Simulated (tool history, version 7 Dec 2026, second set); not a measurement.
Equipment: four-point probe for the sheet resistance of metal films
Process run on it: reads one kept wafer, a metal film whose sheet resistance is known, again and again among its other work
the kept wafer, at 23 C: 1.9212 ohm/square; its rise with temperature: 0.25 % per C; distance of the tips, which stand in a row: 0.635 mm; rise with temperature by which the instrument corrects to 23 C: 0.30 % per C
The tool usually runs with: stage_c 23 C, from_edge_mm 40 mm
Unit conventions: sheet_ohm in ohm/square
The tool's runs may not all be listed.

run 1 hour=0 | stage_c=23 from_edge_mm=40 | sheet_ohm=1.921337
run 2 hour=18.3 | stage_c=29 from_edge_mm=40 | sheet_ohm=1.916386
run 3 hour=29.4 | stage_c=29 from_edge_mm=40 | sheet_ohm=1.916309
run 4 hour=43.6 | stage_c=29 from_edge_mm=6 | sheet_ohm=1.927585
run 5 hour=64.9 | stage_c=30 from_edge_mm=40 | sheet_ohm=1.915339
run 6 hour=79 | stage_c=30 from_edge_mm=40 | sheet_ohm=1.915544
run 7 hour=99.9 | stage_c=30 from_edge_mm=40 | sheet_ohm=1.915959
run 8 hour=110.2 | stage_c=30 from_edge_mm=40 | sheet_ohm=1.915986
run 9 hour=126.9 | stage_c=30 from_edge_mm=40 | sheet_ohm=1.915207
run 10 hour=143.7 | stage_c=19 from_edge_mm=46 | sheet_ohm=1.924919
run 11 hour=155.8 | stage_c=19 from_edge_mm=46 | sheet_ohm=1.925298
run 12 hour=171.8 | stage_c=18 from_edge_mm=20 | sheet_ohm=1.926259

Run 13 has not been measured yet. What should we expect?
run 13 hour=185.6 | stage_c=33 from_edge_mm=7 | sheet_ohm=?

{"run 13": {"sheet_ohm": 1.920723}}
If the tool had no hidden condition, the same run with the same run-to-run variation would have returned sheet_ohm 1.920725 ohm/square.
